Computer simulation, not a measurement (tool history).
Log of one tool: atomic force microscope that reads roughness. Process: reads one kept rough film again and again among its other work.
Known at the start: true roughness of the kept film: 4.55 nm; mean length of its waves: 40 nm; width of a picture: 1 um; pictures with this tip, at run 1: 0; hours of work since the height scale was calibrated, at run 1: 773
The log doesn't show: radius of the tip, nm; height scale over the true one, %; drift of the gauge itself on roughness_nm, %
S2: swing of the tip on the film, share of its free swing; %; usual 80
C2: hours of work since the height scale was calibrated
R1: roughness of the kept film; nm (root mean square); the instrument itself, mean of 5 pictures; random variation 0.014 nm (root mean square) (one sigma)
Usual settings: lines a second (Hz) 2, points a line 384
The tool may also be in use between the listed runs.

Run 1, hour 0: usual settings; pictures with this tip 0; C2 773. Result: R1 3.448 nm (root mean square).
Run 2, hour 39.5: usual settings; pictures with this tip 82; C2 797. Result: R1 3.226 nm (root mean square).
Run 3, hour 74.1: usual settings; pictures with this tip 153; C2 818. Result: R1 3.091 nm (root mean square).
At hour 95.5: new tip fitted.
Run 4, hour 102.4: usual settings; pictures with this tip 14; C2 835. Result: R1 3.397 nm (root mean square).
Run 5, hour 147.4: usual settings; pictures with this tip 107; C2 862. Result: R1 3.193 nm (root mean square).
Run 6, hour 176.8: usual settings but points a line 268; pictures with this tip 168; C2 879. Result: R1 3.055 nm (root mean square).
At hour 190.2: new tip fitted.
Run 7, hour 208.5: usual settings but points a line 268; pictures with this tip 37; C2 898. Result: R1 3.331 nm (root mean square).
Run 8, hour 257.1: usual settings; pictures with this tip 138; C2 927. Result: R1 3.113 nm (root mean square).
At hour 261.2: height scale calibrated on a step standard.
At hour 285.9: new tip fitted.
Run 9, hour 306: usual settings; pictures with this tip 41; C2 27. Result: R1 3.332 nm (root mean square).
Run 10, hour 346.2: usual settings; pictures with this tip 124; C2 51. Result: R1 3.165 nm (root mean square).
At hour 382.2: new tip fitted.
Run 11, hour 382.9: usual settings; pictures with this tip 1; C2 72. Result: R1 3.442 nm (root mean square).
Run 12, hour 420.1: usual settings; pictures with this tip 78; C2 95. Result: R1 3.268 nm (root mean square).
Run 13, hour 472.1: usual settings but points a line 576; pictures with this tip 185; C2 126. Result: R1 3.079 nm (root mean square).
At hour 479.2: new tip fitted.
Run 14, hour 495.6: usual settings but lines a second (Hz) 2.21, S2 84 %, points a line 379; pictures with this tip 34; C2 140. Result: R1 3.185 nm (root mean square).
Run 15, hour 533.7: usual settings but lines a second (Hz) 2.21, S2 84 %, points a line 379; pictures with this tip 112; C2 163. Result: R1 3.023 nm (root mean square).
At hour 563.1: height scale calibrated on a step standard, once more.
At hour 575.2: new tip fitted.
Run 16, hour 578.8: usual settings but lines a second (Hz) 2.62, S2 72 %, points a line 464; pictures with this tip 7; C2 9. Result: R1 3.46 nm (root mean square).
Run 17, hour 613.3: usual settings but lines a second (Hz) 0.61, S2 68 %; pictures with this tip 78; C2 30. Result: R1 3.743 nm (root mean square).
Run 18, hour 654.3: usual settings but lines a second (Hz) 0.61, S2 68 %, points a line 365; pictures with this tip 163; C2 54. Result: R1 3.528 nm (root mean square).
At hour 670.6: new tip fitted.
Run 19, hour 709.4: usual settings but lines a second (Hz) 3.54, S2 60 %, points a line 663; pictures with this tip 80; C2 87. Result: R1 3.485 nm (root mean square).

The next listed run, before its measurement:
Run 20, hour 735.2: usual settings but lines a second (Hz) 1.22, S2 60 %, points a line 663; pictures with this tip 133; C2 103. Result: R1 ?.

Run 20 gave R1 3.592 nm (root mean square).
Without the tool's hidden state the same run would have given R1 3.935 nm (root mean square).

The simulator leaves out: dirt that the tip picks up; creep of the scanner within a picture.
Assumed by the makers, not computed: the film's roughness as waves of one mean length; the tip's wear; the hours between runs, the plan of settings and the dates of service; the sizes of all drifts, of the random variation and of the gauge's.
